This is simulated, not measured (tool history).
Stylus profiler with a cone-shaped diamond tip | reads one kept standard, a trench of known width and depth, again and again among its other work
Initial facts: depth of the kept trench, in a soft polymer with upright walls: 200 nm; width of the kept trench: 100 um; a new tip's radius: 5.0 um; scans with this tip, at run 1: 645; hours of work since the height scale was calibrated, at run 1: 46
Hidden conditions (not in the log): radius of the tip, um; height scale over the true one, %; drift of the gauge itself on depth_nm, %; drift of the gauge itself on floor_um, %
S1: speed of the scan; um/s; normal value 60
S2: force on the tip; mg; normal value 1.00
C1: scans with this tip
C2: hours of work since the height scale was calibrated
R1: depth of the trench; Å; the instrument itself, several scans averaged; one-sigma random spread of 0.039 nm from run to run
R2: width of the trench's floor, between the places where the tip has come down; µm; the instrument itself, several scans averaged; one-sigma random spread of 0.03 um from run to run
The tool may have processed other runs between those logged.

run     day   S1    S2    C1   C2      R1     R2
  1   0.000   60  1.00   645   46  2011.3  96.81
  2   1.446   60  1.00   957   68  2010.9  96.79
  3   2.192   60  2.02  1119   79  2017.4  96.94
  4   3.492   60  0.40  1399   99  2006.2  96.63
  5   5.025   60  1.00  1731  123  2011.0  96.82
  6   6.408   60  0.44  2029  144  2006.2  96.69
  7   7.100   60  0.44  2179  154  2006.3  96.61
  8   7.871   60  0.44  2345  166  2006.8  96.60
  9   9.104   60  1.00  2611  185  2012.0  96.82
 10   9.983   60  1.00  2801  198  2011.3  96.78
 11  10.883   60  1.00  2996  212  2011.2  96.80
 12  12.075   56  1.07  3253  230  2011.5  96.83
 13  13.625   43  1.00  3588  254  2011.5  96.97
 14  15.171   43  1.00  3922  278  2011.3  96.96
 15  16.138   87  0.36  4131  292  2005.7  96.27
 16  17.612   87  0.36  4449  315  2006.0  96.32
 17  18.504  207  1.47  4642  329  2014.5  96.06
 18  19.346   51  0.98  4824  341  2011.0  96.85

Each row is a separate what-if for the run after 18, all from the same tool condition, not one after another. Results?
  A  20.092   30  0.56  4984  353   ?   ?
  B  20.092   31  0.60  4984  353   ?   ?
  C  20.092   36  0.50  4984  353   ?   ?
  D  20.092   49  0.79  4984  353   ?   ?
  E  20.092  141  0.34  4984  353   ?   ?

run      R1     R2
  A  2007.0  96.88
  B  2007.8  96.97
  C  2007.0  96.88
  D  2009.6  96.87
  E  2005.4  95.64
With the hidden condition removed and each run's random variation left untouched, the same runs would have given:
run      R1     R2
  A  2007.0  96.88
  B  2007.9  96.97
  C  2007.0  96.88
  D  2009.6  96.87
  E  2005.5  95.64
